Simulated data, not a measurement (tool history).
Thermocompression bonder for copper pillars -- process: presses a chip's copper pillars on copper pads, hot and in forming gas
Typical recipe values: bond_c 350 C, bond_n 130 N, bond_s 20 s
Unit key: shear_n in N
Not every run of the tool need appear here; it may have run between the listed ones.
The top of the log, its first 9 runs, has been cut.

run 10 hour=113.9 | bond_c=350 bond_n=130 bond_s=48 | shear_n=121.4
run 11 hour=120.7 | bond_c=350 bond_n=130 bond_s=48 | shear_n=121.4
run 12 hour=133.3 | bond_c=350 bond_n=130 bond_s=48 | shear_n=121.5
run 13 hour=142.6 | bond_c=350 bond_n=130 bond_s=48 | shear_n=121.6
run 14 hour=150.4 | bond_c=350 bond_n=130 bond_s=48 | shear_n=121.8
run 15 hour=158.8 | bond_c=350 bond_n=130 bond_s=48 | shear_n=121.6
run 16 hour=166.0 | bond_c=350 bond_n=130 bond_s=19 | shear_n=97.0
run 17 hour=174.9 | bond_c=350 bond_n=130 bond_s=19 | shear_n=97.0
run 18 hour=185.4 | bond_c=350 bond_n=130 bond_s=20 | shear_n=98.6
run 19 hour=200.5 | bond_c=350 bond_n=130 bond_s=48 | shear_n=121.3
-- hour=202.9 force cell calibrated
run 20 hour=214.7 | bond_c=354 bond_n=130 bond_s=48 | shear_n=123.8
-- hour=223.3 forming gas filter changed
run 21 hour=224.5 | bond_c=327 bond_n=130 bond_s=14 | shear_n=78.2
run 22 hour=236.9 | bond_c=337 bond_n=139 bond_s=20 | shear_n=101.2
run 23 hour=243.1 | bond_c=337 bond_n=139 bond_s=38 | shear_n=119.3
run 24 hour=250.1 | bond_c=351 bond_n=139 bond_s=38 | shear_n=127.8
run 25 hour=257.4 | bond_c=340 bond_n=130 bond_s=13 | shear_n=85.4
run 26 hour=267.2 | bond_c=340 bond_n=130 bond_s=13 | shear_n=85.2
run 27 hour=275.1 | bond_c=366 bond_n=130 bond_s=56 | shear_n=139.5
run 28 hour=285.5 | bond_c=326 bond_n=80 bond_s=52 | shear_n=75.8

What does the tool deliver on the next run?
-- hour=292.2 force cell calibrated, once more
run 29 hour=299.1 | bond_c=350 bond_n=189 bond_s=31 | shear_n=?

Run 29 yielded shear_n 140.6 N.
Were there no unlogged condition in the tool, this run, its random variation unchanged, would have produced shear_n 139.4 N.

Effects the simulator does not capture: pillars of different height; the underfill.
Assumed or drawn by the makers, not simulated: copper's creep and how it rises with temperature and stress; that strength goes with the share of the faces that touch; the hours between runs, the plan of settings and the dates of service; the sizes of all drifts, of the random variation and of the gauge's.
